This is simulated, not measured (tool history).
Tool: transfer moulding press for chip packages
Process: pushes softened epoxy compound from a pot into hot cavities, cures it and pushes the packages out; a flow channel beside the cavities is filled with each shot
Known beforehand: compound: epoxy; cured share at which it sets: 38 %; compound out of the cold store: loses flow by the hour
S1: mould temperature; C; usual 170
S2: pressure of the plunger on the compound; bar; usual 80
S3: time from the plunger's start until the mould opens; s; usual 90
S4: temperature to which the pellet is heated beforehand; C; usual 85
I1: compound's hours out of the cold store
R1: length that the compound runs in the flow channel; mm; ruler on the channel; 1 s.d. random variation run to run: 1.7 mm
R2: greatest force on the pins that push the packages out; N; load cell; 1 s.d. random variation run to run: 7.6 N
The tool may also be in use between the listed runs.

run,hour,S1,S2,S3,S4,I1,R1,R2
1,0,170,80,90,85,9.5,691,382
2,31,177,80,90,85,13.6,660,506
# hour 44.3: cavities cleaned with cleaning compound and waxed
# hour 51.5: plunger's sealing rings changed
3,53.7,177,80,90,94,22.1,652,389
4,84.9,177,80,90,94,17.7,664,526
# hour 94.2: cavities cleaned with cleaning compound and waxed
5,118.2,177,80,90,83,31.9,612,458
# hour 141.8: cavities cleaned with cleaning compound and waxed
6,146.2,170,80,90,76,19.2,666,366
7,170.8,170,80,90,86,22.2,650,510
# hour 189.7: cavities cleaned with cleaning compound and waxed
8,193.7,170,80,90,86,24.5,640,354
9,214.2,170,80,90,86,12.8,679,486
# hour 238.4: cavities cleaned with cleaning compound and waxed
10,241.9,170,80,90,86,18.7,652,360
# hour 247.5: plunger's sealing rings changed
# hour 256.1: mould's thermocouples calibrated
11,271.3,170,80,108,85,38.8,614,478
# hour 290.2: cavities cleaned with cleaning compound and waxed
12,292,170,80,108,85,24.1,660,328
13,315,170,80,108,85,41.2,602,471
# hour 337: cavities cleaned with cleaning compound and waxed
14,351.3,170,80,108,94,38,604,418
15,371,168,80,71,94,14.1,687,726
# hour 384: cavities cleaned with cleaning compound and waxed
16,407.2,170,71,90,91,38.3,564,484
# hour 431.9: cavities cleaned with cleaning compound and waxed
17,432.7,170,71,90,91,41.2,552,334
# hour 445.5: plunger's sealing rings changed
18,464.3,170,80,73,85,11.7,705,619
# hour 482.7: cavities cleaned with cleaning compound and waxed
19,495.7,170,71,73,91,42.5,566,521
20,516,170,80,118,79,10.6,702,513
# hour 530.2: cavities cleaned with cleaning compound and waxed
21,550.3,169,80,82,92,18.7,669,488
# hour 578.3: cavities cleaned with cleaning compound and waxed
22,584.4,169,69.5,82,78,16.5,624,429
23,609.6,169,69.5,82,78,43.2,542,532
# hour 626.1: cavities cleaned with cleaning compound and waxed
# hour 642.2: plunger's sealing rings changed
24,642.9,166,80,92,85,11.1,724,476
25,660,173,74.6,90,85,33,606,513
# hour 675.3: cavities cleaned with cleaning compound and waxed
26,690,173,74.6,90,85,23.4,629,436
27,716,173,74.6,90,85,40.1,578,529
# hour 722.3: cavities cleaned with cleaning compound and waxed
28,752.1,170,75.2,90,85,11.6,668,511

Below are 3 alternative next runs, each starting from the tool's condition after run 28. Predict each:
# hour 769.4: cavities cleaned with cleaning compound and waxed
A,787.3,162,80,103,87,41.6,?,?
# hour 769.4: cavities cleaned with cleaning compound and waxed
B,787.3,170,75.2,94,85,22,?,?
# hour 769.4: cavities cleaned with cleaning compound and waxed
C,787.3,162,80,90,85,10.3,?,?

run,R1,R2
A,604,492
B,628,464
C,710,630
With the hidden condition removed and each run's random variation left untouched, the same runs would have given:
run,R1,R2
A,625,349
B,650,327
C,735,456
